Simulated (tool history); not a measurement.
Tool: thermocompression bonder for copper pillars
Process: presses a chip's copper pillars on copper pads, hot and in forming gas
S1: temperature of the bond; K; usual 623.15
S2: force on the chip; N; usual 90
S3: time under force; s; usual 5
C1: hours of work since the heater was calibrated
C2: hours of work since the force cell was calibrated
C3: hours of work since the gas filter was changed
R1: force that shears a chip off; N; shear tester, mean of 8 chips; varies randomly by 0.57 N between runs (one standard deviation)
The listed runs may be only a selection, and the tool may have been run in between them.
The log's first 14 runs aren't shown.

Run 15, hour 317.1: usual settings but S3 3 s; C1 765; C2 832; C3 38. Result: R1 29.2 N.
Run 16, hour 342.2: usual settings but S3 3 s; C1 784; C2 851; C3 57. Result: R1 30.7 N.
Run 17, hour 361.3: usual settings but S3 3 s; C1 798; C2 865; C3 71. Result: R1 28.6 N.
Run 18, hour 387.3: usual settings but S3 9 s; C1 818; C2 885; C3 91. Result: R1 45.8 N.
Run 19, hour 415.7: usual settings but S1 649.15 K, S3 9 s; C1 839; C2 907; C3 112. Result: R1 58.8 N.
Run 20, hour 433.8: usual settings but S1 649.15 K, S3 9 s; C1 853; C2 920; C3 126. Result: R1 58.1 N.
At hour 451.4: forming gas filter changed.
Run 21, hour 467.6: usual settings but S1 649.15 K, S2 81 N, S3 7 s; C1 878; C2 945; C3 12. Result: R1 51.7 N.
Run 22, hour 487.5: usual settings but S1 649.15 K, S2 81 N, S3 7 s; C1 893; C2 960; C3 27. Result: R1 51.3 N.
Run 23, hour 501.2: usual settings but S1 649.15 K, S2 81 N, S3 7 s; C1 904; C2 971; C3 38. Result: R1 51.8 N.
Run 24, hour 533.3: usual settings but S1 628.15 K; C1 928; C2 995; C3 62. Result: R1 38.1 N.
Run 25, hour 549.4: usual settings but S1 644.15 K, S2 56 N; C1 940; C2 1007; C3 74. Result: R1 36 N.
Run 26, hour 577.4: usual settings but S3 7 s; C1 961; C2 1028; C3 95. Result: R1 41.2 N.
Run 27, hour 606.8: usual settings but S3 7 s; C1 983; C2 1050; C3 117. Result: R1 40.6 N.
Run 28, hour 634.3: usual settings but S1 649.15 K; C1 1004; C2 1071; C3 138. Result: R1 47.1 N.
At hour 637.1: forming gas filter changed.
Run 29, hour 663.6: usual settings but S1 640.15 K, S2 80 N; C1 1026; C2 1093; C3 20. Result: R1 40.6 N.
Run 30, hour 678.5: usual settings but S1 627.15 K, S2 80 N, S3 10 s; C1 1037; C2 1104; C3 31. Result: R1 47.1 N.
Run 31, hour 703.5: usual settings but S1 627.15 K, S2 80 N, S3 10 s; C1 1056; C2 1123; C3 50. Result: R1 46.3 N.
Run 32, hour 727.1: usual settings but S1 602.15 K, S2 89 N, S3 12 s; C1 1074; C2 1141; C3 68. Result: R1 39.8 N.
Run 33, hour 747.1: usual settings but S1 602.15 K, S2 89 N, S3 12 s; C1 1089; C2 1156; C3 83. Result: R1 40 N.
Run 34, hour 773.6: usual settings but S1 625.15 K, S2 135 N, S3 12 s; C1 1109; C2 1176; C3 103. Result: R1 60.9 N.
Run 35, hour 790.8: usual settings but S1 626.15 K, S2 113 N, S3 3 s; C1 1122; C2 1189; C3 116. Result: R1 35.3 N.
Run 36, hour 810.8: usual settings but S1 613.15 K, S2 113 N, S3 3 s; C1 1137; C2 1204; C3 131. Result: R1 30.2 N.
At hour 822.7: forming gas filter changed.
Run 37, hour 829.5: usual settings but S3 6 s; C1 1151; C2 1218; C3 5. Result: R1 40.1 N.
Run 38, hour 843.1: usual settings but S1 631.15 K, S2 98 N; C1 1161; C2 1228; C3 15. Result: R1 41.8 N.
Run 39, hour 862: usual settings but S1 648.15 K, S2 98 N, S3 4 s; C1 1175; C2 1242; C3 30. Result: R1 45.3 N.

Consider 3 possible next runs. They are alternatives, not a sequence: every one starts from the tool as it was left by run 39. What does each give?
Run A, hour 878.8: usual settings but S1 632.15 K, S2 105 N, S3 3 s; C1 1188; C2 1255; C3 42. Result: R1 ?.
Run B, hour 878.8: usual settings but S1 617.15 K, S2 56 N; C1 1188; C2 1255; C3 42. Result: R1 ?.
Run C, hour 878.8: usual settings but S1 594.15 K, S2 72 N, S3 4 s; C1 1188; C2 1255; C3 42. Result: R1 ?.

run    R1
  A  34.8
  B  25.4
  C  18.8
The same runs, with their run-to-run variation unchanged, on a tool lacking any hidden condition would have given:
run    R1
  A  34.6
  B  25.2
  C  18.6
